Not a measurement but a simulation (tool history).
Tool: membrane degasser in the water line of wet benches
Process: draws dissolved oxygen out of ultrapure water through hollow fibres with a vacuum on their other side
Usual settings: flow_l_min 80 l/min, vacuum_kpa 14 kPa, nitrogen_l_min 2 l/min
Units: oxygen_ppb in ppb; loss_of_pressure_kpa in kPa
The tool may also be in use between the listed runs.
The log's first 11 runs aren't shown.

Run 12, hour 336: usual settings. Result: oxygen_ppb 819.2 ppb, loss_of_pressure_kpa 36.86 kPa.
Run 13, hour 376.5: usual settings. Result: oxygen_ppb 821.4 ppb, loss_of_pressure_kpa 36.58 kPa.
Run 14, hour 421: usual settings but nitrogen_l_min 3.5 l/min. Result: oxygen_ppb 538.4 ppb, loss_of_pressure_kpa 36.5 kPa.
Run 15, hour 458.6: usual settings but nitrogen_l_min 3.5 l/min. Result: oxygen_ppb 536.1 ppb, loss_of_pressure_kpa 36.74 kPa.
Run 16, hour 483.9: usual settings but nitrogen_l_min 3.5 l/min. Result: oxygen_ppb 538.5 ppb, loss_of_pressure_kpa 36.68 kPa.
Run 17, hour 529.7: usual settings but nitrogen_l_min 3.5 l/min. Result: oxygen_ppb 536.6 ppb, loss_of_pressure_kpa 36.27 kPa.
Run 18, hour 567.9: usual settings but nitrogen_l_min 3.5 l/min. Result: oxygen_ppb 536.5 ppb, loss_of_pressure_kpa 36.31 kPa.
Run 19, hour 594.5: usual settings but flow_l_min 102 l/min, vacuum_kpa 34.7 kPa, nitrogen_l_min 0.93 l/min. Result: oxygen_ppb 3560.2 ppb, loss_of_pressure_kpa 46.4 kPa.
Run 20, hour 620.8: usual settings but flow_l_min 103 l/min, vacuum_kpa 23.5 kPa, nitrogen_l_min 2.19 l/min. Result: oxygen_ppb 1598.6 ppb, loss_of_pressure_kpa 46.95 kPa.
Run 21, hour 647: usual settings but flow_l_min 49 l/min, vacuum_kpa 12.2 kPa, nitrogen_l_min 1.09 l/min. Result: oxygen_ppb 742.4 ppb, loss_of_pressure_kpa 22.48 kPa.
Run 22, hour 682.9: usual settings but vacuum_kpa 9.6 kPa. Result: oxygen_ppb 514.9 ppb, loss_of_pressure_kpa 36.26 kPa.
Run 23, hour 706: usual settings but flow_l_min 48 l/min, vacuum_kpa 30.9 kPa. Result: oxygen_ppb 1252.8 ppb, loss_of_pressure_kpa 22.21 kPa.
Run 24, hour 747.6: usual settings but flow_l_min 76 l/min, vacuum_kpa 9.5 kPa, nitrogen_l_min 1 l/min. Result: oxygen_ppb 784 ppb, loss_of_pressure_kpa 34.84 kPa.
Run 25, hour 784.4: usual settings but flow_l_min 53 l/min. Result: oxygen_ppb 584.8 ppb, loss_of_pressure_kpa 24.26 kPa.
Run 26, hour 805.9: usual settings but flow_l_min 93 l/min, vacuum_kpa 15.1 kPa. Result: oxygen_ppb 1007.2 ppb, loss_of_pressure_kpa 42.43 kPa.
Run 27, hour 843.1: usual settings but flow_l_min 83 l/min, vacuum_kpa 12 kPa, nitrogen_l_min 3.44 l/min. Result: oxygen_ppb 470.9 ppb, loss_of_pressure_kpa 38.09 kPa.
Run 28, hour 888.3: usual settings but flow_l_min 83 l/min, vacuum_kpa 12 kPa, nitrogen_l_min 1.23 l/min. Result: oxygen_ppb 986.4 ppb, loss_of_pressure_kpa 38.02 kPa.
Run 29, hour 916: usual settings but flow_l_min 83 l/min, vacuum_kpa 12 kPa, nitrogen_l_min 1.23 l/min. Result: oxygen_ppb 982.5 ppb, loss_of_pressure_kpa 37.79 kPa.
Run 30, hour 944.8: usual settings but flow_l_min 118 l/min, vacuum_kpa 14.2 kPa, nitrogen_l_min 1.23 l/min. Result: oxygen_ppb 1521.3 ppb, loss_of_pressure_kpa 53.83 kPa.
Run 31, hour 987.3: usual settings but flow_l_min 82 l/min, nitrogen_l_min 2.89 l/min. Result: oxygen_ppb 638.9 ppb, loss_of_pressure_kpa 37.8 kPa.
Run 32, hour 1015.5: usual settings but flow_l_min 55 l/min, nitrogen_l_min 2.89 l/min. Result: oxygen_ppb 447 ppb, loss_of_pressure_kpa 25.23 kPa.
Run 33, hour 1042.7: usual settings but flow_l_min 81 l/min, vacuum_kpa 12.9 kPa, nitrogen_l_min 5.38 l/min. Result: oxygen_ppb 351.2 ppb, loss_of_pressure_kpa 37.34 kPa.

Forecast each of these 3 alternatives for the next run:
Run A, hour 1075.5: usual settings but flow_l_min 81 l/min, vacuum_kpa 12.9 kPa, nitrogen_l_min 2.21 l/min. Result: oxygen_ppb ?, loss_of_pressure_kpa ?.
Run B, hour 1075.5: usual settings but flow_l_min 101 l/min, vacuum_kpa 14.3 kPa, nitrogen_l_min 5.38 l/min. Result: oxygen_ppb ?, loss_of_pressure_kpa ?.
Run C, hour 1075.5: usual settings but flow_l_min 105 l/min, vacuum_kpa 12.9 kPa, nitrogen_l_min 5.38 l/min. Result: oxygen_ppb ?, loss_of_pressure_kpa ?.

run  oxygen_ppb  loss_of_pressure_kpa
  A       705.6                 37.14
  B       496.1                 46.13
  C       462.1                 48.25
Without the tool's hidden state the same runs would have given:
run  oxygen_ppb  loss_of_pressure_kpa
  A       701.3                 36.79
  B       491.8                 45.69
  C       457.6                 47.79

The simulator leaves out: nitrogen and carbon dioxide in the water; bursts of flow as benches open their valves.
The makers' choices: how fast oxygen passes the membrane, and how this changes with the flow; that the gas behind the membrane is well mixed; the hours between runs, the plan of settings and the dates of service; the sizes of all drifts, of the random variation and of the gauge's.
